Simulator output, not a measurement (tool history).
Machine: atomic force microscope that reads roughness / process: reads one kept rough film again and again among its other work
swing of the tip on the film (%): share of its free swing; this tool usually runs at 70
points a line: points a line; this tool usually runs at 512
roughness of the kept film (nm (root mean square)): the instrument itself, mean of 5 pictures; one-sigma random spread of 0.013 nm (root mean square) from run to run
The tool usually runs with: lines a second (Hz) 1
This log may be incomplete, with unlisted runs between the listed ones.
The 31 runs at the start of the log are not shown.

run	day	lines a second (Hz)	swing of the tip on the film (%)	points a line	pictures with this tip	hours of work since the height scale was calibrated	roughness of the kept film (nm (root mean square))
32	28.117	3.72	70	512	128	220	2.3
33	28.917	1.57	68	880	160	234	2.273
34	29.583	1.57	68	880	186	246	2.154
35	30.342	1.57	68	880	217	259	2.047
# day 30.438: new tip fitted
36	31.625	1	89	512	47	281	2.755
37	32.767	0.51	70	484	92	301	2.621
38	33.617	0.99	71	263	126	316	2.345
39	34.879	1.01	59	861	176	339	2.235
40	35.925	1.01	59	861	217	357	2.101
# day 36.046: new tip fitted
41	36.867	1.01	59	861	33	373	2.957
42	37.717	0.5	63	414	66	388	2.73
43	38.733	0.5	63	414	107	406	2.49
44	39.967	0.5	73	783	156	428	2.276
45	40.942	1	87	336	194	445	2.011
# day 41.671: new tip fitted
46	41.804	0.77	73	331	6	460	3.134
47	42.454	1.1	70	381	32	471	2.926
48	43.629	0.98	70	315	78	492	2.638
49	44.404	0.86	68	512	109	505	2.524

For run 50, what comes out?
50	45.65	2.11	65	781	158	527	?

{"run 50": {"roughness of the kept film (nm (root mean square))": 2.251}}
The same run, on a tool lacking any hidden state, would have yielded roughness of the kept film (nm (root mean square)) 3.16.

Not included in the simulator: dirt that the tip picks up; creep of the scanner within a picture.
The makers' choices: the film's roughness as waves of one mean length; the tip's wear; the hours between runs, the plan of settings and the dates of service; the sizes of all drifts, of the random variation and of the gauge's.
